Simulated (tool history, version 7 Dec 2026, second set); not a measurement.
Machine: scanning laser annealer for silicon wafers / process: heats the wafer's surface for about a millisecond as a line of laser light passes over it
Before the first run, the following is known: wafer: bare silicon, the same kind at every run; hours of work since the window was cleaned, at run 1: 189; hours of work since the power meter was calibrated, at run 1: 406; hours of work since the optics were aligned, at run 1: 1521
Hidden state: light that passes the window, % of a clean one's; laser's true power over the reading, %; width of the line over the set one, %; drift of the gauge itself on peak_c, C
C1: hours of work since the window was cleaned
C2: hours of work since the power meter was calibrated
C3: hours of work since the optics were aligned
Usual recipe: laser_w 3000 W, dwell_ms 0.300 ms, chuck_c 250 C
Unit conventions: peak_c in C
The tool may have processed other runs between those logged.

Run 1, day 0.000: usual settings; C1 189; C2 406; C3 1521. Result: peak_c 1041 C.
Run 2, day 1.158: usual settings; C1 204; C2 422; C3 1537. Result: peak_c 1044 C.
Run 3, day 1.971: usual settings; C1 215; C2 433; C3 1548. Result: peak_c 1042 C.
Run 4, day 3.250: usual settings; C1 232; C2 450; C3 1565. Result: peak_c 1045 C.
Run 5, day 4.158: usual settings but chuck_c 286 C; C1 244; C2 462; C3 1577. Result: peak_c 1078 C.
Run 6, day 4.738: usual settings; C1 252; C2 470; C3 1584. Result: peak_c 1041 C.
Run 7, day 6.046: usual settings but laser_w 2654 W; C1 270; C2 487; C3 1602. Result: peak_c 933 C.
Run 8, day 6.671: usual settings but laser_w 2654 W; C1 278; C2 495; C3 1610. Result: peak_c 938 C.
Run 9, day 7.546: usual settings but laser_w 2654 W; C1 290; C2 507; C3 1622. Result: peak_c 932 C.
Run 10, day 8.671: usual settings but laser_w 2838 W, dwell_ms 0.245 ms, chuck_c 269 C; C1 305; C2 522; C3 1637. Result: peak_c 942 C.
Run 11, day 9.896: usual settings but laser_w 2838 W, dwell_ms 0.245 ms, chuck_c 269 C; C1 321; C2 538; C3 1653. Result: peak_c 944 C.
Run 12, day 11.046: usual settings but laser_w 2820 W, chuck_c 245 C; C1 336; C2 554; C3 1669. Result: peak_c 979 C.
Run 13, day 12.088: usual settings but chuck_c 258 C; C1 350; C2 568; C3 1683. Result: peak_c 1051 C.
Run 14, day 13.442: usual settings but chuck_c 272 C; C1 368; C2 586; C3 1701. Result: peak_c 1067 C.

Alternative continuations, all from the tool just after run 14; predict every row:
Run A, day 14.675: usual settings but laser_w 3017 W, chuck_c 254 C; C1 385; C2 602; C3 1717. Result: peak_c ?.
Run B, day 14.675: usual settings but chuck_c 245 C; C1 385; C2 602; C3 1717. Result: peak_c ?.
Run C, day 14.675: usual settings but dwell_ms 0.358 ms; C1 385; C2 602; C3 1717. Result: peak_c ?.
Run D, day 14.675: usual settings but laser_w 3132 W, dwell_ms 0.258 ms, chuck_c 245 C; C1 385; C2 602; C3 1717. Result: peak_c ?.

run  peak_c
  A    1052
  B    1037
  C    1108
  D    1020
Stripped of hidden state, with their random variation kept, the same runs would have yielded:
run  peak_c
  A    1053
  B    1038
  C    1109
  D    1021

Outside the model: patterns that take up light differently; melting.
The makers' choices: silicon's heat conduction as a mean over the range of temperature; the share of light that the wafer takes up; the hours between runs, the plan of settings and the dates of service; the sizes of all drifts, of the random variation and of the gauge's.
